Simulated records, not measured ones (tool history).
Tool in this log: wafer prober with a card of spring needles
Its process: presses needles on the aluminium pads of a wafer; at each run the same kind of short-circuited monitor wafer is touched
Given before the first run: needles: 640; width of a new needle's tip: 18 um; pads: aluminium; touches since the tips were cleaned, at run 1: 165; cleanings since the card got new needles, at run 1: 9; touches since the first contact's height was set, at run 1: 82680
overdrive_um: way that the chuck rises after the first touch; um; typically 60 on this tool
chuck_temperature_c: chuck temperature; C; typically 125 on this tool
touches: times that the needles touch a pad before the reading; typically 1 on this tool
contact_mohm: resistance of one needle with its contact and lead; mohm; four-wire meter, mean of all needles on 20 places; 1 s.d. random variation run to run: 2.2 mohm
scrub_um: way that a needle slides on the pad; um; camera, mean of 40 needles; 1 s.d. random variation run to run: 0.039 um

run	hour	overdrive_um	chuck_temperature_c	touches	touches since the tips were cleaned	cleanings since the card got new needles	touches since the first contact's height was set	contact_mohm	scrub_um
1	0.0	60	125	1	165	9	82680	260	9.38
2	12.4	60	32	1	4867	9	87382	304	9.29
# hour 20.5: tips cleaned on abrasive film
3	36.1	60	125	1	5946	10	96368	326	9.38
# hour 41.0: tips cleaned on abrasive film
4	56.8	60	125	1	5996	11	104174	322	9.39
# hour 62.8: tips cleaned on abrasive film
5	69.3	60	125	1	2457	12	108892	302	9.27
# hour 85.5: tips cleaned on abrasive film
6	91.2	60	125	1	2175	13	117165	297	9.27
# hour 107.0: tips cleaned on abrasive film
7	109.2	60	125	1	844	14	123961	276	9.31
# hour 128.3: tips cleaned on abrasive film
8	131.1	60	125	1	1091	15	132265	291	9.22
9	142.7	59	125	1	5471	15	136645	326	9.12
# hour 148.8: tips cleaned on abrasive film
10	162.8	59	125	1	5315	16	144233	328	9.06
# hour 169.6: tips cleaned on abrasive film
11	180.4	60	125	1	4069	17	150880	318	9.17
# hour 190.7: tips cleaned on abrasive film
12	201.7	60	84	3	4177	18	158964	267	9.17
# hour 213.1: tips cleaned on abrasive film
13	221.4	64	125	1	3125	19	166381	294	9.77
# hour 233.7: tips cleaned on abrasive film
14	243.6	42	29	2	3746	20	174789	327	6.33
# hour 254.3: tips cleaned on abrasive film
15	269.9	56	84	2	5896	21	184729	301	8.54
# hour 275.8: tips cleaned on abrasive film
# hour 278.2: height of the first contact set anew
16	293.9	75	29	2	6781	22	5953	264	11.87
# hour 296.4: tips cleaned on abrasive film
17	305.2	58	49	1	3345	23	10212	307	9.11
# hour 317.4: tips cleaned on abrasive film
18	329.6	58	101	2	4622	24	19436	291	9.15
# hour 338.2: tips cleaned on abrasive film
19	341.0	48	33	2	1053	25	23733	259	7.60
20	353.1	48	33	2	5645	25	28325	303	7.53
# hour 359.3: tips cleaned on abrasive film
21	365.2	48	107	2	2259	26	32881	292	7.50
# hour 379.6: tips cleaned on abrasive film
22	382.0	62	125	2	920	27	39241	265	9.78

Alternative continuations, all from the tool just after run 22; predict every row:
A	395.7	50	64	2	6105	27	44426	?	?
B	395.7	62	84	2	6105	27	44426	?	?
C	395.7	52	125	2	6105	27	44426	?	?
D	395.7	49	62	2	6105	27	44426	?	?

run	contact_mohm	scrub_um
A	316	7.85
B	289	9.79
C	317	8.15
D	318	7.67
Stripped of hidden state, with their random variation kept, the same runs would have yielded:
run	contact_mohm	scrub_um
A	243	7.93
B	242	9.87
C	255	8.23
D	242	7.75

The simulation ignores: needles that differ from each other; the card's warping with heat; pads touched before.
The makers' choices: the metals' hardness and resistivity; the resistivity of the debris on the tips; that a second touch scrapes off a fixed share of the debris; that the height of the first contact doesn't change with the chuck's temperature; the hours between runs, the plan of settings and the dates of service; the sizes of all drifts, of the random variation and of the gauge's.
